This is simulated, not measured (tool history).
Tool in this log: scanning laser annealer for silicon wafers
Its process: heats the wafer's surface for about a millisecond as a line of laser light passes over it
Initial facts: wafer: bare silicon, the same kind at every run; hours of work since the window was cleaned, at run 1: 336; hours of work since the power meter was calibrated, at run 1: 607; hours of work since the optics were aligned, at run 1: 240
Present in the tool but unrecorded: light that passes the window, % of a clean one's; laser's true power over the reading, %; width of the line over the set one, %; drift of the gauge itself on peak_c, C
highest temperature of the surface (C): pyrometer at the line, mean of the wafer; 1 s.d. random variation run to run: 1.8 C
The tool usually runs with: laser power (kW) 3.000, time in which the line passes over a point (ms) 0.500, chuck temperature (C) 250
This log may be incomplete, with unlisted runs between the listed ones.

| run | hour | laser power (kW) | time in which the line passes over a point (ms) | chuck temperature (C) | hours of work since the window was cleaned | hours of work since the power meter was calibrated | hours of work since the optics were aligned | highest temperature of the surface (C) |
|---|---|---|---|---|---|---|---|---|
| 1 | 0.0 | 3.000 | 0.500 | 250 | 336 | 607 | 240 | 1014 |
| 2 | 27.8 | 3.000 | 0.500 | 250 | 350 | 621 | 254 | 1013 |
| 3 | 48.1 | 3.000 | 0.500 | 250 | 360 | 631 | 264 | 1013 |
| 4 | 81.9 | 2.704 | 0.500 | 250 | 377 | 648 | 280 | 925 |
| 5 | 108.6 | 2.704 | 0.500 | 250 | 390 | 661 | 294 | 930 |
| 6 | 152.2 | 3.000 | 0.375 | 250 | 412 | 683 | 315 | 906 |
| 7 | 190.5 | 3.000 | 0.375 | 250 | 430 | 702 | 334 | 903 |
| 8 | 219.2 | 3.000 | 0.549 | 250 | 445 | 716 | 348 | 1052 |
| 9 | 257.2 | 3.000 | 0.549 | 250 | 463 | 735 | 367 | 1052 |
| 10 | 287.7 | 3.000 | 0.549 | 250 | 479 | 750 | 382 | 1052 |
| 11 | 320.9 | 3.000 | 0.549 | 250 | 495 | 766 | 399 | 1050 |
| 12 | 359.2 | 3.000 | 0.549 | 288 | 514 | 785 | 418 | 1094 |
| 13 | 392.0 | 3.000 | 0.474 | 228 | 530 | 801 | 434 | 970 |
| 14 | 428.9 | 3.046 | 0.449 | 288 | 548 | 820 | 452 | 1017 |
|  | 447.3 | window over the wafer cleaned |
| 15 | 475.1 | 2.659 | 0.528 | 244 | 14 | 841 | 474 | 927 |
| 16 | 506.2 | 3.124 | 0.453 | 250 | 29 | 857 | 489 | 1012 |
| 17 | 537.8 | 3.124 | 0.453 | 250 | 45 | 873 | 505 | 1010 |
| 18 | 569.5 | 3.124 | 0.478 | 250 | 60 | 888 | 521 | 1033 |
| 19 | 599.2 | 3.002 | 0.385 | 216 | 75 | 903 | 535 | 880 |
| 20 | 642.3 | 2.675 | 0.499 | 250 | 97 | 924 | 557 | 915 |

Predict each of these 5 candidate next runs independently; none follows another, all start after run 20:
| A | 673.8 | 3.126 | 0.360 | 250 | 112 | 940 | 572 | ? |
| B | 673.8 | 2.675 | 0.499 | 213 | 112 | 940 | 572 | ? |
| C | 673.8 | 2.675 | 0.573 | 250 | 112 | 940 | 572 | ? |
| D | 673.8 | 2.921 | 0.357 | 211 | 112 | 940 | 572 | ? |
| E | 673.8 | 2.675 | 0.481 | 250 | 112 | 940 | 572 | ? |

| run | highest temperature of the surface (C) |
|---|---|
| A | 920 |
| B | 880 |
| C | 967 |
| D | 829 |
| E | 902 |
Without the tool's unlogged condition, the same runs would have read:
| run | highest temperature of the surface (C) |
|---|---|
| A | 920 |
| B | 881 |
| C | 968 |
| D | 829 |
| E | 903 |
